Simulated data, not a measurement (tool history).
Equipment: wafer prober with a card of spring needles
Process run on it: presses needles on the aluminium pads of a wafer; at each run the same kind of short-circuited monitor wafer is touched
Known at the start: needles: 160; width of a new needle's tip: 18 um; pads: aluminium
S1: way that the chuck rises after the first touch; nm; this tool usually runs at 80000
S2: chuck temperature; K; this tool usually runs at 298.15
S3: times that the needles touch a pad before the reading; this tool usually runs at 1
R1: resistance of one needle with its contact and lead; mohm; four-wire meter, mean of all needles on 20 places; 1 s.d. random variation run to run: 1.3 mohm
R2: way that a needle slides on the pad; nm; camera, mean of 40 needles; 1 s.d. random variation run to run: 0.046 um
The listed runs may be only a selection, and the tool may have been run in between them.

run 1 hour=0 | S1=80000 S2=298.15 S3=1 | R1=204 R2=21670
-- hour=12 height of the first contact set anew
-- hour=20.6 tips cleaned on abrasive film
run 2 hour=34.6 | S1=96000 S2=298.15 S3=1 | R1=191 R2=26660
-- hour=51.5 tips cleaned on abrasive film
run 3 hour=67.6 | S1=96000 S2=298.15 S3=1 | R1=191 R2=26500
-- hour=83.3 tips cleaned on abrasive film
run 4 hour=89.9 | S1=96000 S2=298.15 S3=1 | R1=158 R2=26520
-- hour=113.1 tips cleaned on abrasive film
run 5 hour=119.2 | S1=96000 S2=298.15 S3=1 | R1=161 R2=26600
run 6 hour=133.8 | S1=80000 S2=298.15 S3=1 | R1=230 R2=22130
-- hour=143 tips cleaned on abrasive film
run 7 hour=150.2 | S1=80000 S2=298.15 S3=1 | R1=190 R2=22130
-- hour=174.2 tips cleaned on abrasive film
run 8 hour=176.9 | S1=67000 S2=298.15 S3=1 | R1=167 R2=18430
-- hour=205 tips cleaned on abrasive film
run 9 hour=205.2 | S1=67000 S2=298.15 S3=1 | R1=128 R2=18480
run 10 hour=227.8 | S1=67000 S2=298.15 S3=1 | R1=279 R2=18460

Predict the results of run 11:
-- hour=236.3 tips cleaned on abrasive film
run 11 hour=256.7 | S1=67000 S2=298.15 S3=1 | R1=? R2=?

{"run 11": {"R1": 276, "R2": 18460}}
On a tool with no hidden condition, and with the same random variation, this run would have come out at R1 115 mohm, R2 18610 nm.

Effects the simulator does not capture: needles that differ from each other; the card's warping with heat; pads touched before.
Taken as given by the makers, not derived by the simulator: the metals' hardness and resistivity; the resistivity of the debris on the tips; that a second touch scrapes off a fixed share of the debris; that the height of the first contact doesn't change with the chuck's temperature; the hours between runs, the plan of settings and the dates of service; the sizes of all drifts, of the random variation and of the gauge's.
